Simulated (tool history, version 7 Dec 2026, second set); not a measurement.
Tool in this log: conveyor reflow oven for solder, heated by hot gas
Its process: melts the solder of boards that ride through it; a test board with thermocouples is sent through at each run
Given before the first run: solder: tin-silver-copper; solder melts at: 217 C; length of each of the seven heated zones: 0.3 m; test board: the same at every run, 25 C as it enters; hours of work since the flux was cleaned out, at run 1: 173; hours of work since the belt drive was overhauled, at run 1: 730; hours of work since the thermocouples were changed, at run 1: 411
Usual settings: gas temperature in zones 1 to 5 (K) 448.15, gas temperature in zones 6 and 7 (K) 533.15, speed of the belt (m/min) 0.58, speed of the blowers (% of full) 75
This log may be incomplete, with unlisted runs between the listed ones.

| run | hour | gas temperature in zones 1 to 5 (K) | gas temperature in zones 6 and 7 (K) | speed of the belt (m/min) | speed of the blowers (% of full) | hours of work since the flux was cleaned out | hours of work since the belt drive was overhauled | hours of work since the thermocouples were changed | highest temperature of the board (K) | time above the solder's melting point (s) |
|---|---|---|---|---|---|---|---|---|---|---|
| 1 | 0 | 448.15 | 533.15 | 0.58 | 75 | 173 | 730 | 411 | 518.05 | 41.6 |
|  | 10.2 | flux residue cleaned out of gas plates and filters |
| 2 | 42.4 | 448.15 | 522.15 | 0.58 | 75 | 14 | 747 | 428 | 508.95 | 34.1 |
| 3 | 94.6 | 448.15 | 533.15 | 0.58 | 69 | 38 | 770 | 451 | 516.75 | 40.1 |
| 4 | 146.7 | 448.15 | 533.15 | 0.58 | 69 | 61 | 793 | 474 | 516.35 | 40.1 |
| 5 | 173.9 | 448.15 | 543.15 | 0.58 | 75 | 73 | 806 | 487 | 526.95 | 47.4 |
| 6 | 220.1 | 448.15 | 543.15 | 0.58 | 75 | 94 | 826 | 507 | 526.75 | 47.2 |
| 7 | 246.4 | 447.15 | 533.15 | 0.58 | 75 | 106 | 838 | 519 | 517.85 | 41.7 |
| 8 | 276.6 | 448.15 | 533.15 | 0.58 | 75 | 120 | 852 | 533 | 518.25 | 41.5 |
| 9 | 313.2 | 448.15 | 533.15 | 0.58 | 75 | 136 | 868 | 549 | 518.05 | 41.5 |
| 10 | 349.2 | 448.15 | 533.15 | 0.58 | 75 | 152 | 884 | 565 | 518.05 | 41.7 |
| 11 | 393.6 | 448.15 | 533.15 | 0.58 | 75 | 172 | 904 | 585 | 518.25 | 41.3 |
|  | 405.6 | flux residue cleaned out of gas plates and filters |
| 12 | 448.3 | 448.15 | 533.15 | 0.58 | 75 | 19 | 927 | 608 | 518.05 | 41.8 |
| 13 | 499.3 | 448.15 | 533.15 | 0.58 | 80 | 42 | 950 | 630 | 518.75 | 43 |
| 14 | 525.4 | 451.15 | 525.15 | 0.627 | 60 | 54 | 961 | 642 | 505.55 | 26 |
| 15 | 554.5 | 451.15 | 525.15 | 0.627 | 60 | 67 | 974 | 655 | 505.75 | 26.6 |
| 16 | 603.7 | 451.15 | 525.15 | 0.627 | 60 | 89 | 996 | 677 | 504.95 | 26.5 |
| 17 | 645 | 439.15 | 531.15 | 0.58 | 75 | 107 | 1015 | 696 | 515.15 | 37.2 |
| 18 | 690.2 | 439.15 | 531.15 | 0.58 | 75 | 128 | 1035 | 716 | 514.45 | 37 |
| 19 | 723.1 | 439.15 | 541.15 | 0.58 | 75 | 143 | 1050 | 731 | 523.25 | 43 |
| 20 | 757.8 | 448.15 | 529.15 | 0.695 | 75 | 158 | 1066 | 747 | 508.95 | 27 |
| 21 | 791.2 | 459.15 | 529.15 | 0.559 | 75 | 173 | 1081 | 762 | 517.45 | 47.4 |
|  | 804.1 | flux residue cleaned out of gas plates and filters |
|  | 823.6 | thermocouples of zones 6 and 7 changed |
| 22 | 832.5 | 459.15 | 529.15 | 0.559 | 75 | 12 | 1096 | 4 | 516.95 | 47.6 |
| 23 | 884.8 | 459.15 | 529.15 | 0.486 | 53 | 35 | 1119 | 27 | 515.65 | 52.3 |
| 24 | 931.6 | 459.15 | 529.15 | 0.486 | 53 | 56 | 1140 | 48 | 515.95 | 51.7 |
| 25 | 980.5 | 441.15 | 529.15 | 0.5 | 53 | 78 | 1162 | 70 | 511.35 | 38.9 |
| 26 | 1003.6 | 441.15 | 529.15 | 0.5 | 53 | 89 | 1173 | 81 | 511.45 | 39 |

Entry by entry between the runs, the difference in hidden state between the last listed run before and the first listed run after:
Run 1 -> run 2: flux residue cleaned out of gas plates and filters (hour 10.2)
  heat that the gas passes to the board, % of a clean oven's: 99.7 -> 99.8; true gas temperature in zones 6 and 7 over the reading, C: 0.13 -> 0.14
Run 11 -> run 12: flux residue cleaned out of gas plates and filters (hour 405.6)
  heat that the gas passes to the board, % of a clean oven's: 99.7 -> 100; true gas temperature in zones 6 and 7 over the reading, C: 0.18 -> 0.19
Run 21 -> run 22: flux residue cleaned out of gas plates and filters (hour 804.1); thermocouples of zones 6 and 7 changed (hour 823.6)
  heat that the gas passes to the board, % of a clean oven's: 99.8 -> 99.9; true gas temperature in zones 6 and 7 over the reading, C: 0.23 -> 0.04
